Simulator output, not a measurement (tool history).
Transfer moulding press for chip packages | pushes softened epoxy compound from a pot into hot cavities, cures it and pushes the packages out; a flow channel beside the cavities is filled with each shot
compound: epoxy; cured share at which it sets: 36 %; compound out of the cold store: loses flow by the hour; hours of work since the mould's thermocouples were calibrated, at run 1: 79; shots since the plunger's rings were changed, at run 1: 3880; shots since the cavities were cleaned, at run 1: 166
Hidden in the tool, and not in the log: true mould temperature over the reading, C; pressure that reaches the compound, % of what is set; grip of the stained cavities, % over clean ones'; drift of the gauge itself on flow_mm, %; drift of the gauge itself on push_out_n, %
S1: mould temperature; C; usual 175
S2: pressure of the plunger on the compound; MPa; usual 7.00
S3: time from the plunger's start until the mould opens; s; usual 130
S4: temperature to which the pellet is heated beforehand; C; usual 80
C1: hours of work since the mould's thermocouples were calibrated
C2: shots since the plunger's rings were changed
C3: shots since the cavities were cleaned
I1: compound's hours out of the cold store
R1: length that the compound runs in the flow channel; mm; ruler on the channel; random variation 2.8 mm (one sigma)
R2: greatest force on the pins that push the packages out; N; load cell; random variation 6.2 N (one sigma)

run 1 hour=0.0 | S1=175 S2=7.00 S3=130 S4=80 | C1=79 C2=3880 C3=166 | I1=32.7 | R1=557 R2=283
run 2 hour=7.6 | S1=175 S2=7.00 S3=130 S4=80 | C1=84 C2=3966 C3=252 | I1=41.7 | R1=541 R2=277
run 3 hour=17.0 | S1=175 S2=7.00 S3=130 S4=80 | C1=91 C2=4073 C3=359 | I1=32.6 | R1=563 R2=286
run 4 hour=24.5 | S1=175 S2=7.00 S3=130 S4=80 | C1=97 C2=4157 C3=443 | I1=27.6 | R1=573 R2=286
run 5 hour=28.8 | S1=175 S2=7.00 S3=130 S4=80 | C1=100 C2=4206 C3=492 | I1=23.0 | R1=588 R2=289
-- hour=34.1 cavities cleaned with cleaning compound and waxed
run 6 hour=39.0 | S1=175 S2=7.79 S3=130 S4=80 | C1=106 C2=4305 C3=55 | I1=12.0 | R1=651 R2=292
run 7 hour=46.1 | S1=175 S2=5.37 S3=130 S4=80 | C1=112 C2=4385 C3=135 | I1=47.3 | R1=458 R2=290
run 8 hour=54.4 | S1=175 S2=5.37 S3=130 S4=80 | C1=118 C2=4479 C3=229 | I1=41.1 | R1=470 R2=282
run 9 hour=60.8 | S1=175 S2=5.37 S3=130 S4=80 | C1=123 C2=4553 C3=303 | I1=26.0 | R1=503 R2=284
run 10 hour=66.5 | S1=175 S2=7.00 S3=130 S4=80 | C1=127 C2=4617 C3=367 | I1=38.3 | R1=545 R2=285
run 11 hour=75.5 | S1=175 S2=7.00 S3=130 S4=80 | C1=133 C2=4719 C3=469 | I1=20.2 | R1=593 R2=289
run 12 hour=80.2 | S1=175 S2=7.00 S3=130 S4=80 | C1=137 C2=4773 C3=523 | I1=26.4 | R1=572 R2=277
-- hour=83.3 cavities cleaned with cleaning compound and waxed
run 13 hour=88.2 | S1=175 S2=7.00 S3=130 S4=80 | C1=142 C2=4846 C3=56 | I1=42.5 | R1=533 R2=283
run 14 hour=95.8 | S1=170 S2=7.00 S3=130 S4=80 | C1=147 C2=4932 C3=142 | I1=34.4 | R1=565 R2=351
run 15 hour=105.2 | S1=170 S2=7.00 S3=130 S4=80 | C1=154 C2=5038 C3=248 | I1=34.8 | R1=563 R2=344
run 16 hour=110.1 | S1=170 S2=7.00 S3=130 S4=80 | C1=158 C2=5094 C3=304 | I1=8.1 | R1=637 R2=385
run 17 hour=115.8 | S1=175 S2=7.00 S3=146 S4=80 | C1=162 C2=5159 C3=369 | I1=15.2 | R1=604 R2=266
run 18 hour=121.7 | S1=175 S2=7.00 S3=146 S4=80 | C1=166 C2=5226 C3=436 | I1=44.3 | R1=534 R2=257
run 19 hour=129.9 | S1=177 S2=5.72 S3=130 S4=84 | C1=172 C2=5319 C3=529 | I1=14.0 | R1=549 R2=278
-- hour=132.2 cavities cleaned with cleaning compound and waxed
run 20 hour=140.1 | S1=174 S2=5.72 S3=137 S4=84 | C1=179 C2=5417 C3=90 | I1=12.9 | R1=553 R2=274
run 21 hour=148.7 | S1=174 S2=5.72 S3=137 S4=84 | C1=185 C2=5515 C3=188 | I1=19.5 | R1=539 R2=279
run 22 hour=158.6 | S1=179 S2=5.48 S3=159 S4=76 | C1=193 C2=5627 C3=300 | I1=17.0 | R1=525 R2=271
run 23 hour=166.6 | S1=172 S2=7.00 S3=125 S4=80 | C1=198 C2=5718 C3=391 | I1=20.7 | R1=596 R2=349
run 24 hour=176.5 | S1=175 S2=5.58 S3=130 S4=74 | C1=206 C2=5830 C3=503 | I1=23.2 | R1=518 R2=295
-- hour=181.0 cavities cleaned with cleaning compound and waxed
run 25 hour=184.1 | S1=173 S2=5.54 S3=134 S4=83 | C1=210 C2=5899 C3=35 | I1=17.9 | R1=537 R2=296
run 26 hour=192.6 | S1=173 S2=6.74 S3=156 S4=71 | C1=217 C2=5996 C3=132 | I1=31.3 | R1=555 R2=262
run 27 hour=202.7 | S1=181 S2=7.00 S3=130 S4=85 | C1=224 C2=6110 C3=246 | I1=38.2 | R1=532 R2=264
run 28 hour=213.1 | S1=173 S2=7.00 S3=130 S4=70 | C1=232 C2=6227 C3=363 | I1=14.3 | R1=611 R2=318

Hidden state at the last listed run before each entry between runs and at the first one after, where it differs:
Between runs 5 and 6: cavities cleaned with cleaning compound and waxed (hour 34.1)
  pressure that reaches the compound, % of what is set: 99.67 -> 99.66; grip of the stained cavities, % over clean ones': 1 -> 0.3
Between runs 12 and 13: cavities cleaned with cleaning compound and waxed (hour 83.3)
  grip of the stained cavities, % over clean ones': 1.2 -> 0.2
Between runs 19 and 20: cavities cleaned with cleaning compound and waxed (hour 132.2)
  pressure that reaches the compound, % of what is set: 99.58 -> 99.57; grip of the stained cavities, % over clean ones': 1 -> 0.3
Between runs 24 and 25: cavities cleaned with cleaning compound and waxed (hour 181.0)
  grip of the stained cavities, % over clean ones': 1.1 -> 0.1
